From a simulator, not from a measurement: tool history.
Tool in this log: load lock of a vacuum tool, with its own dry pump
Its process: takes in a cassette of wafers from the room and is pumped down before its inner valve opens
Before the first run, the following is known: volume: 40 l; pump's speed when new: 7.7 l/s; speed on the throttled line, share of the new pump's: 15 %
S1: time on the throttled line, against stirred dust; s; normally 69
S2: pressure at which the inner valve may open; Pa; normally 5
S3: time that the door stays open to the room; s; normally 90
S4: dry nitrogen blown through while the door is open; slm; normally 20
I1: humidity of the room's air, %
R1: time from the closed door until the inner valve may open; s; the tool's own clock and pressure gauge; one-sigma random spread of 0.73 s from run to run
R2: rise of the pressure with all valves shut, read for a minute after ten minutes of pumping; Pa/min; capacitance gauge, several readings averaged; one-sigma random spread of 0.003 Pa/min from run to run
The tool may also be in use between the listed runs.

run,day,S1,S2,S3,S4,I1,R1,R2
1,0,69,5,90,20,44.2,114.5,0.159
2,5.212,69,5,90,20,43.3,115.7,0.155
3,10.304,69,5,90,20,43.8,115.8,0.159
4,15.125,69,6,90,20,44.9,115.4,0.165
5,21.775,69,6,90,20,45.8,113,0.173
6,28.233,69,6,90,20,44.6,114.5,0.176
7,31.862,69,5,90,20,43.6,115.6,0.173
8,35.075,69,5,90,20,46.5,116,0.181
9,42.479,69,5,38,20,46.1,116.4,0.164
10,48.958,69,5,38,20,44.9,116.9,0.164
11,52.388,69,5,38,20,46.5,116.7,0.174
12,58.65,69,5,90,20,40.1,116.5,0.192
13,65.779,37,5,90,20,45.5,89.6,0.206
14,72.246,37,5,90,20,43.1,90,0.206
15,77.246,37,5,90,20,45.3,89.4,0.211
16,83.667,69,5,90,20,44,117.3,0.218
17,88.683,51,5,90,20,43.4,101.1,0.214
18,92.638,69,5,90,20,43.4,116.1,0.226
19,95.862,69,5,79,20,44.5,116.4,0.22
20,100.65,121,7,82,34,41.1,156.8,0.213
21,106.504,69,4,90,20,43.4,117.9,0.229
22,113.392,38,5,90,20,43.4,91.8,0.236
23,118.708,54,5,90,17,46.3,104.5,0.247
24,123.204,43,5,60,17,45.4,96.1,0.24
25,129.967,69,5,87,20,45.7,116.7,0.256
26,135.35,69,5,87,20,43.6,117.2,0.265
27,140.338,38,9,29,6,43.1,87.7,0.25
28,143.908,38,9,29,6,49,88.9,0.262
29,147.696,48,7,94,6,45.5,98.2,0.297
30,151.858,47,5,166,27,42.3,100.9,0.281
31,155.833,35,4,38,27,44.4,91.4,0.258
32,158.962,35,6,38,27,43.5,90.3,0.258
33,163.629,38,5,39,27,48.2,92.4,0.261
34,168.938,38,5,39,27,41.5,93.2,0.272
35,174.954,78,4,87,34,45.3,126.6,0.282

Pick out some run-to-run changes in R1. Of each, how much would a tool without hidden state show as well, from the settings, what came in and chance, and how much is left for the hidden state and any gauge scatter not in both results compared?
What the log doesn't record here: pump's speed, % of a new pump's; leak at the door's seal, Pa l/s; drift of the gauge itself on ready_s, %; drift of the gauge itself on rise_pa_min, %.
Run 12 -> 13: S1 69 -> 37. R1 -26.9 s: hidden state +0.7, all else -27.6.
Run 19 -> 20: S1 69 -> 121, S2 5 -> 7, S3 79 -> 82, S4 20 -> 34. R1 +40.4 s: hidden state -1.3, all else +41.7.
Run 20 -> 21: S1 121 -> 69, S2 7 -> 4, S3 82 -> 90, S4 34 -> 20. R1 -38.9 s: hidden state +1.8, all else -40.7.
Run 34 -> 35: S1 38 -> 78, S2 5 -> 4, S3 39 -> 87, S4 27 -> 34. R1 +33.4 s: hidden state -0.6, all else +34.
